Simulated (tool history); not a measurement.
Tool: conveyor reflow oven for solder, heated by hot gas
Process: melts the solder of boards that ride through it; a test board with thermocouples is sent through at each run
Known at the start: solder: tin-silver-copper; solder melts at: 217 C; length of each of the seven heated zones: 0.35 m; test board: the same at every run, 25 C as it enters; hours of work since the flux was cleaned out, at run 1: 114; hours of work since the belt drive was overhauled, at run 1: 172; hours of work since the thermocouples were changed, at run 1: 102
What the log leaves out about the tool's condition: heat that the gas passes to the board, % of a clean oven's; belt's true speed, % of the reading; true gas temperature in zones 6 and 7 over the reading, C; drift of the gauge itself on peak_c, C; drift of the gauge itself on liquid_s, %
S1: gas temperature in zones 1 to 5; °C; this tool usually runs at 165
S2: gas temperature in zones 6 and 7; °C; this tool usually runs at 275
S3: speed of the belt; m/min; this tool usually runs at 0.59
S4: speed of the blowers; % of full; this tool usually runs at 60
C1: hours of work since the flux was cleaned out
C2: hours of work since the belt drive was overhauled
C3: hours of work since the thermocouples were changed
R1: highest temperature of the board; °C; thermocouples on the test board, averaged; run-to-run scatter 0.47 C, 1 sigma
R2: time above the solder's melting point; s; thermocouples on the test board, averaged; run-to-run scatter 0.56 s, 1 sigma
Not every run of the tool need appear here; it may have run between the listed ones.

| run | hour | S1 | S2 | S3 | S4 | C1 | C2 | C3 | R1 | R2 |
|---|---|---|---|---|---|---|---|---|---|---|
| 1 | 0 | 165 | 275 | 0.59 | 60 | 114 | 172 | 102 | 244.8 | 42.9 |
| 2 | 12.4 | 165 | 278 | 0.59 | 60 | 122 | 179 | 110 | 248 | 44.4 |
| 3 | 23.8 | 165 | 278 | 0.59 | 60 | 129 | 186 | 117 | 248 | 44.4 |
| 4 | 37.1 | 165 | 275 | 0.59 | 60 | 138 | 195 | 125 | 246 | 44.3 |
| 5 | 49.8 | 165 | 275 | 0.556 | 60 | 146 | 203 | 133 | 248.1 | 49.4 |
| 6 | 64.7 | 165 | 275 | 0.539 | 60 | 155 | 212 | 142 | 249.9 | 52.1 |
| 7 | 73.5 | 165 | 275 | 0.539 | 60 | 160 | 217 | 148 | 249.6 | 51.2 |
| 8 | 90.4 | 165 | 275 | 0.539 | 60 | 171 | 228 | 158 | 248.2 | 51.3 |
| 9 | 106.9 | 162 | 275 | 0.59 | 60 | 181 | 238 | 169 | 244.7 | 40.1 |
|  | 113 | flux residue cleaned out of gas plates and filters |
| 10 | 129 | 162 | 275 | 0.59 | 60 | 10 | 249 | 179 | 243.6 | 39.9 |
| 11 | 139.4 | 162 | 275 | 0.59 | 60 | 17 | 256 | 186 | 243.5 | 39.4 |
| 12 | 148.7 | 165 | 275 | 0.59 | 60 | 22 | 261 | 192 | 244.7 | 40.9 |
| 13 | 165.1 | 165 | 275 | 0.59 | 60 | 33 | 272 | 202 | 244.4 | 41 |
|  | 184.2 | flux residue cleaned out of gas plates and filters, once more |
| 14 | 185.8 | 165 | 275 | 0.59 | 58 | 1 | 281 | 212 | 246.7 | 44.2 |
| 15 | 193.5 | 169 | 275 | 0.59 | 60 | 6 | 286 | 217 | 248.3 | 45.9 |
| 16 | 200.8 | 159 | 275 | 0.59 | 76 | 10 | 291 | 221 | 252.1 | 48.5 |
| 17 | 216.3 | 159 | 275 | 0.59 | 76 | 20 | 300 | 231 | 251.9 | 46.9 |
| 18 | 232 | 152 | 281 | 0.542 | 74 | 30 | 310 | 241 | 258.3 | 55.6 |
| 19 | 246.6 | 152 | 281 | 0.542 | 74 | 39 | 319 | 250 | 259.1 | 55.6 |
| 20 | 260.8 | 152 | 281 | 0.542 | 74 | 48 | 328 | 259 | 258.1 | 55.3 |
| 21 | 277.5 | 172 | 275 | 0.658 | 74 | 58 | 339 | 269 | 249.3 | 43.4 |
| 22 | 288.1 | 157 | 278 | 0.59 | 60 | 65 | 345 | 276 | 247.2 | 42.5 |
| 23 | 303.9 | 157 | 278 | 0.59 | 60 | 75 | 355 | 286 | 247.2 | 42.3 |
| 24 | 311.2 | 163 | 278 | 0.708 | 60 | 79 | 360 | 290 | 238.8 | 28.2 |
| 25 | 324.7 | 165 | 289 | 0.59 | 60 | 88 | 368 | 299 | 257.8 | 52.5 |
| 26 | 333.3 | 163 | 265 | 0.66 | 60 | 93 | 374 | 304 | 233.4 | 25.9 |
| 27 | 342.7 | 163 | 265 | 0.66 | 60 | 99 | 379 | 310 | 233 | 25.4 |
| 28 | 351.6 | 158 | 264 | 0.477 | 82 | 105 | 385 | 315 | 250.9 | 60.9 |
| 29 | 363.8 | 170 | 272 | 0.631 | 56 | 112 | 393 | 323 | 240.2 | 36.1 |
| 30 | 379.4 | 170 | 272 | 0.631 | 56 | 122 | 402 | 333 | 240.3 | 36.4 |

Hidden condition of the tool, last listed run before each entry between runs versus first listed run after:
Run 9 -> run 10: flux residue cleaned out of gas plates and filters (hour 113)
  heat that the gas passes to the board, % of a clean oven's: 94.6 -> 92; belt's true speed, % of the reading: 99.25 -> 99.22; true gas temperature in zones 6 and 7 over the reading, C: 0.83 -> 0.88
  measured value less the no-hidden-state value, R1: -0.8 -> -1.7 °C; R2: -0.7 -> -1.7 s
Run 13 -> run 14: flux residue cleaned out of gas plates and filters, once more (hour 184.2)
  heat that the gas passes to the board, % of a clean oven's: 91.4 -> 99.8; belt's true speed, % of the reading: 99.15 -> 99.13; true gas temperature in zones 6 and 7 over the reading, C: 0.96 -> 1.01
  measured value less the no-hidden-state value, R1: -1.8 -> +1.2 °C; R2: -1.7 -> +1.5 s
